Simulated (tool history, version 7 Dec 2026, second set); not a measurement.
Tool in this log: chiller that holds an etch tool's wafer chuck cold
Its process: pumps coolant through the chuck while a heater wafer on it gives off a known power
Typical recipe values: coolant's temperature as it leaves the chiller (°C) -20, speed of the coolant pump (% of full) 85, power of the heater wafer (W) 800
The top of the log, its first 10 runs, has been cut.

run	hour	coolant's temperature as it leaves the chiller (°C)	speed of the coolant pump (% of full)	power of the heater wafer (W)	chuck's temperature once it has settled (°C)	how much warmer the coolant comes back (C)
11	862.6	-20	85	764	-12.7	2.80
12	958.6	-20	85	764	-12.5	2.78
13	1076.3	-20	88	800	-12.5	2.82
14	1131.9	-20	88	800	-12.4	2.83
# hour 1147.6: coolant pump overhauled
15	1236.4	-20	88	800	-12.1	2.90
16	1307.0	-22	70	1105	-9.3	5.18
17	1379.4	-20	72	547	-13.6	2.51
18	1488.8	-25	70	800	-15.6	3.77
19	1605.2	-25	65	881	-13.9	4.53
20	1665.5	-22	74	881	-11.9	3.99
21	1761.0	-28	77	977	-17.2	4.16
22	1838.3	-20	87	508	-14.7	1.94
# hour 1850.5: coolant pump overhauled, once more
23	1955.7	-27	95	1075	-17.4	3.39
24	2025.5	-13	95	1075	-3.3	3.43
25	2097.6	-20	77	800	-11.6	3.16
26	2156.3	-20	76	507	-14.4	2.07
27	2252.0	-20	72	1076	-7.9	4.65
28	2345.5	-20	72	1076	-7.9	4.55
29	2409.2	-20	72	1076	-8.0	4.59
30	2522.9	-25	94	1005	-15.5	3.17

3 options for the next run, each taken on its own from the tool as it stands now. Forecast them:
A	2637.1	-20	85	473	?	?
B	2637.1	-11	63	1005	?	?
C	2637.1	-29	63	800	?	?

run	chuck's temperature once it has settled (°C)	how much warmer the coolant comes back (C)
A	-15.1	1.66
B	1.7	4.99
C	-18.8	3.94
Without the tool's unlogged condition, the same runs would have read:
run	chuck's temperature once it has settled (°C)	how much warmer the coolant comes back (C)
A	-15.9	1.62
B	0.2	4.87
C	-20.0	3.84
